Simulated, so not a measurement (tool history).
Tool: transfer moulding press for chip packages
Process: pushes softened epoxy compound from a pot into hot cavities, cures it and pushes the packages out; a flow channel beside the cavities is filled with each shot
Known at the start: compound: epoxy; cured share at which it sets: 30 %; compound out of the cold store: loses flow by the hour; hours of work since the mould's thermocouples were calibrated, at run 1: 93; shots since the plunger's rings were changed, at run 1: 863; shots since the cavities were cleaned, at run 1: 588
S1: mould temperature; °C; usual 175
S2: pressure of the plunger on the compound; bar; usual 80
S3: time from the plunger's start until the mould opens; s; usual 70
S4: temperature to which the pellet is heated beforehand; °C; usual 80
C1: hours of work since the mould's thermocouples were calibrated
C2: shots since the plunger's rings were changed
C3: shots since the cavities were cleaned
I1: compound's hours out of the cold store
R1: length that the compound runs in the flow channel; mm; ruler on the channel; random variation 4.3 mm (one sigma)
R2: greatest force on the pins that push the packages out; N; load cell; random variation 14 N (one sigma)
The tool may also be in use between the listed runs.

{"run": 1, "hour": 0.0, "S1": 175, "S2": 80, "S3": 70, "S4": 80, "C1": 93, "C2": 863, "C3": 588, "I1": 31.4, "R1": 746, "R2": 1176}
{"hour": 36.4, "done": "cavities cleaned with cleaning compound and waxed"}
{"run": 2, "hour": 76.8, "S1": 175, "S2": 80, "S3": 70, "S4": 80, "C1": 141, "C2": 2028, "C3": 624, "I1": 27, "R1": 742, "R2": 1166}
{"hour": 114.0, "done": "cavities cleaned with cleaning compound and waxed"}
{"run": 3, "hour": 126.0, "S1": 175, "S2": 80, "S3": 70, "S4": 80, "C1": 172, "C2": 2766, "C3": 185, "I1": 31.1, "R1": 723, "R2": 921}
{"hour": 159.1, "done": "plunger's sealing rings changed"}
{"run": 4, "hour": 185.3, "S1": 175, "S2": 80, "S3": 70, "S4": 80, "C1": 208, "C2": 406, "C3": 1064, "I1": 27.3, "R1": 765, "R2": 1258}
{"hour": 193.3, "done": "cavities cleaned with cleaning compound and waxed"}
{"run": 5, "hour": 263.5, "S1": 175, "S2": 80, "S3": 70, "S4": 80, "C1": 257, "C2": 1591, "C3": 1086, "I1": 19.7, "R1": 769, "R2": 1297}
{"hour": 269.2, "done": "cavities cleaned with cleaning compound and waxed"}
{"run": 6, "hour": 323.6, "S1": 175, "S2": 80, "S3": 70, "S4": 80, "C1": 295, "C2": 2498, "C3": 841, "I1": 38.4, "R1": 709, "R2": 1215}
{"hour": 345.1, "done": "cavities cleaned with cleaning compound and waxed"}
{"hour": 378.5, "done": "plunger's sealing rings changed"}
{"run": 7, "hour": 392.4, "S1": 175, "S2": 80, "S3": 70, "S4": 80, "C1": 336, "C2": 215, "C3": 692, "I1": 31.4, "R1": 756, "R2": 1264}
{"hour": 424.0, "done": "cavities cleaned with cleaning compound and waxed"}
{"run": 8, "hour": 451.1, "S1": 175, "S2": 80, "S3": 70, "S4": 80, "C1": 373, "C2": 1101, "C3": 419, "I1": 43.6, "R1": 716, "R2": 1084}
{"hour": 499.7, "done": "cavities cleaned with cleaning compound and waxed"}
{"run": 9, "hour": 499.8, "S1": 175, "S2": 80, "S3": 70, "S4": 80, "C1": 403, "C2": 1830, "C3": 1, "I1": 22.2, "R1": 752, "R2": 689}
{"run": 10, "hour": 538.2, "S1": 178, "S2": 80, "S3": 78, "S4": 80, "C1": 428, "C2": 2425, "C3": 596, "I1": 35, "R1": 713, "R2": 853}
{"hour": 567.3, "done": "mould's thermocouples calibrated"}
{"hour": 577.1, "done": "cavities cleaned with cleaning compound and waxed"}
{"hour": 597.3, "done": "plunger's sealing rings changed"}
{"run": 11, "hour": 608.6, "S1": 175, "S2": 80, "S3": 70, "S4": 83, "C1": 24, "C2": 175, "C3": 449, "I1": 13.3, "R1": 798, "R2": 1202}
{"hour": 656.4, "done": "cavities cleaned with cleaning compound and waxed"}
{"run": 12, "hour": 680.3, "S1": 174, "S2": 94.6, "S3": 70, "S4": 83, "C1": 69, "C2": 1261, "C3": 369, "I1": 28.5, "R1": 826, "R2": 1196}
{"hour": 734.5, "done": "cavities cleaned with cleaning compound and waxed"}
{"run": 13, "hour": 741.8, "S1": 176, "S2": 69.8, "S3": 83, "S4": 79, "C1": 107, "C2": 2188, "C3": 112, "I1": 16, "R1": 718, "R2": 629}
{"hour": 811.4, "done": "plunger's sealing rings changed"}
{"hour": 812.9, "done": "cavities cleaned with cleaning compound and waxed"}
{"run": 14, "hour": 823.1, "S1": 173, "S2": 66.1, "S3": 68, "S4": 80, "C1": 157, "C2": 159, "C3": 159, "I1": 19.9, "R1": 721, "R2": 1158}
{"hour": 886.6, "done": "cavities cleaned with cleaning compound and waxed"}
{"run": 15, "hour": 890.0, "S1": 172, "S2": 64, "S3": 57, "S4": 75, "C1": 199, "C2": 1170, "C3": 52, "I1": 10.9, "R1": 719, "R2": 1749}
{"hour": 961.8, "done": "cavities cleaned with cleaning compound and waxed"}
{"run": 16, "hour": 961.8, "S1": 171, "S2": 80, "S3": 70, "S4": 78, "C1": 244, "C2": 2257, "C3": 0, "I1": 40, "R1": 725, "R2": 986}
{"hour": 1005.1, "done": "mould's thermocouples calibrated, once more"}
{"hour": 1029.1, "done": "plunger's sealing rings changed"}
{"hour": 1039.6, "done": "cavities cleaned with cleaning compound and waxed"}
{"run": 17, "hour": 1039.6, "S1": 171, "S2": 80, "S3": 70, "S4": 78, "C1": 20, "C2": 138, "C3": 0, "I1": 38.5, "R1": 751, "R2": 875}

Forecast each of these 5 alternatives for the next run:
{"run": "A", "hour": 1074.8, "S1": 182, "S2": 95.1, "S3": 99, "S4": 78, "C1": 42, "C2": 684, "C3": 546, "I1": 37.2, "R1": "?", "R2": "?"}
{"run": "B", "hour": 1074.8, "S1": 177, "S2": 97.8, "S3": 70, "S4": 76, "C1": 42, "C2": 684, "C3": 546, "I1": 26.1, "R1": "?", "R2": "?"}
{"run": "C", "hour": 1074.8, "S1": 167, "S2": 80, "S3": 70, "S4": 75, "C1": 42, "C2": 684, "C3": 546, "I1": 25.4, "R1": "?", "R2": "?"}
{"run": "D", "hour": 1074.8, "S1": 181, "S2": 80, "S3": 64, "S4": 80, "C1": 42, "C2": 684, "C3": 546, "I1": 16.1, "R1": "?", "R2": "?"}
{"run": "E", "hour": 1074.8, "S1": 173, "S2": 89.2, "S3": 70, "S4": 80, "C1": 42, "C2": 684, "C3": 546, "I1": 13.4, "R1": "?", "R2": "?"}

run=A R1=772 R2=688
run=B R1=824 R2=1006
run=C R1=788 R2=1991
run=D R1=770 R2=997
run=E R1=836 R2=1355
Without the tool's hidden state the same runs would have given:
run=A R1=781 R2=411
run=B R1=833 R2=586
run=C R1=797 R2=1164
run=D R1=779 R2=586
run=E R1=845 R2=789
